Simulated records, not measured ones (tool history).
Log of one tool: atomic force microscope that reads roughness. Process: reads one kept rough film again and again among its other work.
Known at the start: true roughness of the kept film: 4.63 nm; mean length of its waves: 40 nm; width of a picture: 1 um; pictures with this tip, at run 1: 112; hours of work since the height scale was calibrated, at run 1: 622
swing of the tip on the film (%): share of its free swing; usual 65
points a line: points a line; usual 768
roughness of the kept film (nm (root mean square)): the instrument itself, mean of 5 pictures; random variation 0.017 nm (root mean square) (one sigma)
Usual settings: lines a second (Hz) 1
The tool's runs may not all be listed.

run   hour  lines a second (Hz)  swing of the tip on the film (%)  points a line  pictures with this tip  hours of work since the height scale was calibrated  roughness of the kept film (nm (root mean square))
  1      0                    1                                65            768                     112                                                  622                                               3.195
  2   30.4                    1                                76            768                     135                                                  637                                                   3
  3   61.9                    1                                76            768                     158                                                  652                                               2.916
      75.3  -- new tip fitted
  4   90.1                  3.1                                76            768                      11                                                  665                                               3.517
  5  104.1                  3.1                                76            768                      21                                                  672                                               3.429
  6  125.7                    1                                65            768                      37                                                  683                                                 3.6
  7  140.2                    1                                65            768                      48                                                  690                                               3.562
  8  158.2                    1                                65            882                      61                                                  698                                               3.476
  9  177.8                    1                                65            882                      76                                                  708                                               3.389
 10  209.6                 1.32                                65            768                     100                                                  723                                                 3.2
 11    233                 1.32                                65            768                     117                                                  735                                               3.096
 12  248.8                    1                                65            768                     129                                                  743                                               3.041
 13  267.9                    1                                65            768                     143                                                  752                                               2.948
 14  289.1                    1                                65            768                     159                                                  762                                               2.892
       302  -- new tip fitted
 15  309.2                    1                                65            768                       5                                                  772                                               3.903
 16  333.3                 3.26                                65            768                      23                                                  783                                               3.611
 17  360.1                    1                                55            387                      43                                                  796                                               3.633
 18  377.5                 2.22                                55            442                      56                                                  805                                               3.471

Run 19 comes next. What will it give?
 19  393.6                 2.23                                87            444                      68                                                  813                                                   ?

roughness of the kept film (nm (root mean square)): 2.98
Without the tool's hidden state the same run would have given roughness of the kept film (nm (root mean square)) 3.548.
